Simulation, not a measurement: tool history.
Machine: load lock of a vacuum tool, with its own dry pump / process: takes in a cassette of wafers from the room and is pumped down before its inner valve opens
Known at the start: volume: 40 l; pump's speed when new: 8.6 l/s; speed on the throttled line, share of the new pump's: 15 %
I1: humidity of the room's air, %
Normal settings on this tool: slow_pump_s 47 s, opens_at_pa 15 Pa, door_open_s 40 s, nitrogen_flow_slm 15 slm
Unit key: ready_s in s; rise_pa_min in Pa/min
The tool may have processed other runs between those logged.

Run 1, hour 0: usual settings; I1 44.2. Result: ready_s 82.2 s, rise_pa_min 0.052 Pa/min.
Run 2, hour 40.8: usual settings; I1 47.1. Result: ready_s 82.8 s, rise_pa_min 0.055 Pa/min.
Run 3, hour 105.5: usual settings but slow_pump_s 61 s; I1 47.3. Result: ready_s 93.9 s, rise_pa_min 0.051 Pa/min.
Run 4, hour 162: usual settings but slow_pump_s 61 s; I1 43.6. Result: ready_s 94 s, rise_pa_min 0.048 Pa/min.
Run 5, hour 242.2: usual settings; I1 42.8. Result: ready_s 81.9 s, rise_pa_min 0.058 Pa/min.
Run 6, hour 312.2: usual settings but slow_pump_s 44 s; I1 46.4. Result: ready_s 79.9 s, rise_pa_min 0.062 Pa/min.
Run 7, hour 407.1: usual settings but nitrogen_flow_slm 18 slm; I1 46. Result: ready_s 83.6 s, rise_pa_min 0.06 Pa/min.
Run 8, hour 498.9: usual settings but nitrogen_flow_slm 18 slm; I1 47.9. Result: ready_s 82.3 s, rise_pa_min 0.068 Pa/min.
Run 9, hour 544.5: usual settings but door_open_s 25 s, nitrogen_flow_slm 18 slm; I1 45.6. Result: ready_s 82.4 s, rise_pa_min 0.059 Pa/min.
Run 10, hour 590.2: usual settings but door_open_s 25 s, nitrogen_flow_slm 18 slm; I1 46.3. Result: ready_s 82.8 s, rise_pa_min 0.053 Pa/min.
Run 11, hour 656.4: usual settings but nitrogen_flow_slm 14 slm; I1 41.5. Result: ready_s 81.9 s, rise_pa_min 0.065 Pa/min.
Run 12, hour 755.4: usual settings but nitrogen_flow_slm 14 slm; I1 45.6. Result: ready_s 83.1 s, rise_pa_min 0.064 Pa/min.
Run 13, hour 822.3: usual settings but nitrogen_flow_slm 14 slm; I1 44.3. Result: ready_s 82.2 s, rise_pa_min 0.068 Pa/min.
Run 14, hour 868.8: usual settings but door_open_s 167 s; I1 42.6. Result: ready_s 83.9 s, rise_pa_min 0.093 Pa/min.
Run 15, hour 955.5: usual settings but door_open_s 35 s; I1 45.1. Result: ready_s 82.5 s, rise_pa_min 0.068 Pa/min.
Run 16, hour 1033: usual settings but slow_pump_s 30 s; I1 46.9. Result: ready_s 69.3 s, rise_pa_min 0.072 Pa/min.
Run 17, hour 1114.4: usual settings but slow_pump_s 42 s; I1 42.4. Result: ready_s 77.9 s, rise_pa_min 0.074 Pa/min.
Run 18, hour 1199.1: usual settings but slow_pump_s 42 s; I1 44.9. Result: ready_s 79.8 s, rise_pa_min 0.077 Pa/min.
Run 19, hour 1264: usual settings but slow_pump_s 42 s; I1 45.2. Result: ready_s 78.7 s, rise_pa_min 0.084 Pa/min.
Run 20, hour 1334.8: usual settings but slow_pump_s 42 s; I1 46.6. Result: ready_s 78.6 s, rise_pa_min 0.074 Pa/min.
Run 21, hour 1399.7: usual settings but slow_pump_s 42 s; I1 45.1. Result: ready_s 78.6 s, rise_pa_min 0.085 Pa/min.
Run 22, hour 1474.3: usual settings but slow_pump_s 39 s, opens_at_pa 12 Pa, door_open_s 75 s, nitrogen_flow_slm 16 slm; I1 45.2. Result: ready_s 77.5 s, rise_pa_min 0.095 Pa/min.
Run 23, hour 1531.7: usual settings but slow_pump_s 35 s, opens_at_pa 11 Pa, door_open_s 64 s, nitrogen_flow_slm 20 slm; I1 40.1. Result: ready_s 74.3 s, rise_pa_min 0.085 Pa/min.
Run 24, hour 1585.7: usual settings but slow_pump_s 53 s, opens_at_pa 21 Pa, nitrogen_flow_slm 27 slm; I1 47.8. Result: ready_s 86.7 s, rise_pa_min 0.082 Pa/min.
Run 25, hour 1672.8: usual settings but opens_at_pa 12 Pa, nitrogen_flow_slm 5 slm; I1 45.1. Result: ready_s 83.7 s, rise_pa_min 0.104 Pa/min.
Run 26, hour 1715.8: usual settings but opens_at_pa 12 Pa, nitrogen_flow_slm 5 slm; I1 47.1. Result: ready_s 83.7 s, rise_pa_min 0.107 Pa/min.

For run 27, what comes out?
Run 27, hour 1813.1: usual settings but slow_pump_s 28 s, opens_at_pa 21 Pa, door_open_s 196 s; I1 41.7. Result: ready_s ?, rise_pa_min ?.

ready_s: 65.7 s
rise_pa_min: 0.11 Pa/min
Minus the tool's unlogged condition, the same run would have read ready_s 63.2 s, rise_pa_min 0.043 Pa/min.

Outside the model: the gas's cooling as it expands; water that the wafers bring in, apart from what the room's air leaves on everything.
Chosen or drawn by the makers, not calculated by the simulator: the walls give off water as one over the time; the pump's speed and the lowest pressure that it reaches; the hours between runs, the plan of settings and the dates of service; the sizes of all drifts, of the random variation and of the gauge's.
